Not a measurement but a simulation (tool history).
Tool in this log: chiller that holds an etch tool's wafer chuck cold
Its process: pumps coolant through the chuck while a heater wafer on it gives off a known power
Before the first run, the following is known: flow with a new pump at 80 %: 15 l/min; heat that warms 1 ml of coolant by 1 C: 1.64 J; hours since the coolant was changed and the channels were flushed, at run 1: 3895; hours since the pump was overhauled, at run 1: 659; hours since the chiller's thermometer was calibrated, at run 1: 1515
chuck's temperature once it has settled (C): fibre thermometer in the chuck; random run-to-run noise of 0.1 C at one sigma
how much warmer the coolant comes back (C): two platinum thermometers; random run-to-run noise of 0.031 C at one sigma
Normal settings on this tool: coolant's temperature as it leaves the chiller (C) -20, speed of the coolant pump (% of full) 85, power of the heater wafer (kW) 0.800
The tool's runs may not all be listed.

| run | hour | coolant's temperature as it leaves the chiller (C) | speed of the coolant pump (% of full) | power of the heater wafer (kW) | hours since the coolant was changed and the channels were flushed | hours since the pump was overhauled | hours since the chiller's thermometer was calibrated | chuck's temperature once it has settled (C) | how much warmer the coolant comes back (C) |
|---|---|---|---|---|---|---|---|---|---|
| 1 | 0.0 | -20 | 85 | 0.800 | 3895 | 659 | 1515 | -14.5 | 1.84 |
| 2 | 30.9 | -20 | 67 | 0.800 | 3926 | 690 | 1546 | -13.5 | 2.34 |
| 3 | 71.8 | -20 | 67 | 0.800 | 3967 | 731 | 1587 | -13.2 | 2.32 |
| 4 | 111.4 | -20 | 67 | 0.800 | 4007 | 771 | 1627 | -13.5 | 2.37 |
| 5 | 145.1 | -20 | 67 | 0.800 | 4040 | 804 | 1660 | -13.3 | 2.28 |
| 6 | 190.5 | -20 | 67 | 0.800 | 4086 | 850 | 1706 | -13.5 | 2.37 |
| 7 | 237.3 | -20 | 85 | 0.875 | 4132 | 897 | 1752 | -13.9 | 2.03 |
| 8 | 265.6 | -20 | 85 | 0.800 | 4161 | 925 | 1781 | -14.4 | 1.91 |
| 9 | 296.8 | -20 | 85 | 0.800 | 4192 | 956 | 1812 | -14.5 | 1.86 |
|  | 301.3 | chiller's thermometer calibrated |
| 10 | 325.4 | -20 | 85 | 0.800 | 4220 | 984 | 24 | -14.2 | 1.88 |
| 11 | 371.1 | -20 | 85 | 0.800 | 4265 | 1029 | 70 | -14.3 | 1.87 |
| 12 | 423.9 | -20 | 85 | 0.800 | 4318 | 1082 | 123 | -14.5 | 1.89 |
|  | 436.9 | chiller's thermometer calibrated, once more |
| 13 | 473.8 | -20 | 85 | 0.800 | 4367 | 1131 | 37 | -14.2 | 1.90 |
| 14 | 501.8 | -20 | 85 | 0.800 | 4395 | 1159 | 65 | -14.5 | 1.95 |
| 15 | 528.3 | -20 | 85 | 0.800 | 4421 | 1186 | 91 | -14.4 | 1.88 |
| 16 | 557.1 | -20 | 85 | 0.960 | 4450 | 1214 | 120 | -13.3 | 2.34 |
| 17 | 594.3 | -20 | 98 | 0.489 | 4487 | 1252 | 157 | -16.9 | 1.07 |
| 18 | 637.8 | -27 | 85 | 0.748 | 4531 | 1295 | 201 | -21.9 | 1.74 |
| 19 | 662.7 | -27 | 66 | 0.748 | 4556 | 1320 | 226 | -20.6 | 2.30 |
| 20 | 686.5 | -20 | 84 | 0.499 | 4580 | 1344 | 250 | -16.2 | 1.20 |
| 21 | 738.8 | -20 | 85 | 0.698 | 4632 | 1396 | 302 | -14.8 | 1.64 |
| 22 | 760.7 | -22 | 89 | 0.526 | 4654 | 1418 | 324 | -18.4 | 1.15 |
| 23 | 800.6 | -22 | 89 | 0.526 | 4694 | 1458 | 364 | -18.4 | 1.18 |
| 24 | 853.5 | -22 | 89 | 0.526 | 4747 | 1511 | 417 | -18.6 | 1.17 |
| 25 | 882.0 | -24 | 85 | 0.755 | 4775 | 1539 | 445 | -18.6 | 1.77 |
| 26 | 919.3 | -15 | 66 | 0.535 | 4812 | 1577 | 482 | -10.4 | 1.62 |
| 27 | 952.3 | -20 | 97 | 0.770 | 4846 | 1610 | 515 | -15.1 | 1.55 |
| 28 | 980.6 | -30 | 63 | 0.800 | 4874 | 1638 | 544 | -22.8 | 2.57 |
| 29 | 1033.6 | -30 | 63 | 0.800 | 4927 | 1691 | 597 | -22.9 | 2.55 |
| 30 | 1069.6 | -30 | 63 | 0.800 | 4963 | 1727 | 633 | -22.7 | 2.57 |
| 31 | 1112.9 | -30 | 63 | 0.800 | 5006 | 1770 | 676 | -22.8 | 2.53 |
| 32 | 1146.1 | -18 | 66 | 0.490 | 5039 | 1803 | 709 | -13.9 | 1.46 |

3 ways to go on from here, each from the tool as it stands after run 32. What would each give?
| A | 1193.6 | -20 | 85 | 0.500 | 5087 | 1851 | 757 | ? | ? |
| B | 1193.6 | -16 | 87 | 0.800 | 5087 | 1851 | 757 | ? | ? |
| C | 1193.6 | -29 | 68 | 0.991 | 5087 | 1851 | 757 | ? | ? |

| run | chuck's temperature once it has settled (C) | how much warmer the coolant comes back (C) |
|---|---|---|
| A | -16.3 | 1.29 |
| B | -10.3 | 1.85 |
| C | -20.6 | 2.92 |
The same runs, with their run-to-run variation unchanged, on a tool lacking any hidden condition would have given:
| run | chuck's temperature once it has settled (C) | how much warmer the coolant comes back (C) |
|---|---|---|
| A | -16.7 | 1.26 |
| B | -11.0 | 1.80 |
| C | -21.5 | 2.84 |
